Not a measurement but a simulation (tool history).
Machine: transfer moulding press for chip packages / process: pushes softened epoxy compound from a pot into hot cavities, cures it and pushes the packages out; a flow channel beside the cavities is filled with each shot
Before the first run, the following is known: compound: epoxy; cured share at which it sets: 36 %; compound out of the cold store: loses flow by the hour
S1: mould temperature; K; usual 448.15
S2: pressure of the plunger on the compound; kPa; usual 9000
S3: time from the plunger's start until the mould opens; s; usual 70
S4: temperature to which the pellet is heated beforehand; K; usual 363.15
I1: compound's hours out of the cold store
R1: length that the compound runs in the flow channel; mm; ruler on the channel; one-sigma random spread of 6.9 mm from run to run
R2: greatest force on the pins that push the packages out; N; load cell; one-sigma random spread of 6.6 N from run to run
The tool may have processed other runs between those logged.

| run | hour | S1 | S2 | S3 | S4 | I1 | R1 | R2 |
|---|---|---|---|---|---|---|---|---|
| 1 | 0 | 448.15 | 9000 | 70 | 363.15 | 8.1 | 861 | 299 |
| 2 | 14.6 | 448.15 | 10270 | 70 | 363.15 | 19.8 | 894 | 410 |
|  | 22.3 | plunger's sealing rings changed |
| 3 | 25.9 | 448.15 | 10270 | 70 | 363.15 | 34.8 | 883 | 443 |
|  | 30 | cavities cleaned with cleaning compound and waxed |
| 4 | 36.2 | 448.15 | 7200 | 70 | 363.15 | 25.5 | 766 | 330 |
| 5 | 46.9 | 448.15 | 7200 | 70 | 363.15 | 36.6 | 736 | 384 |
|  | 60.3 | cavities cleaned with cleaning compound and waxed |
| 6 | 61.9 | 448.15 | 7200 | 70 | 363.15 | 30.5 | 749 | 285 |
| 7 | 73.2 | 448.15 | 9000 | 91 | 363.15 | 42 | 798 | 312 |
|  | 90.1 | cavities cleaned with cleaning compound and waxed |
| 8 | 90.1 | 448.15 | 9000 | 70 | 370.15 | 40.8 | 813 | 264 |
| 9 | 96.8 | 448.15 | 9000 | 70 | 370.15 | 9 | 886 | 337 |
|  | 100.1 | mould's thermocouples calibrated |
| 10 | 112.6 | 452.15 | 8120 | 50 | 365.15 | 13 | 813 | 611 |
|  | 122 | cavities cleaned with cleaning compound and waxed |
| 11 | 126.7 | 448.15 | 9000 | 67 | 363.15 | 32.6 | 814 | 316 |
| 12 | 137.6 | 450.15 | 6850 | 51 | 357.15 | 34.8 | 700 | 601 |
|  | 152.2 | cavities cleaned with cleaning compound and waxed |
| 13 | 154.2 | 444.15 | 10680 | 70 | 363.15 | 18 | 950 | 334 |

Below are 4 alternative next runs, each starting from the tool's condition after run 13. Predict each:
| A | 164 | 448.15 | 9000 | 74 | 363.15 | 27.7 | ? | ? |
| B | 164 | 444.15 | 8030 | 70 | 366.15 | 10.2 | ? | ? |
| C | 164 | 448.15 | 9000 | 70 | 371.15 | 21.6 | ? | ? |
| D | 164 | 448.15 | 9030 | 70 | 363.15 | 32.4 | ? | ? |

| run | R1 | R2 |
|---|---|---|
| A | 807 | 347 |
| B | 834 | 469 |
| C | 840 | 371 |
| D | 806 | 367 |
Without the tool's unlogged condition, the same runs would have read:
| run | R1 | R2 |
|---|---|---|
| A | 850 | 258 |
| B | 879 | 364 |
| C | 884 | 279 |
| D | 849 | 277 |
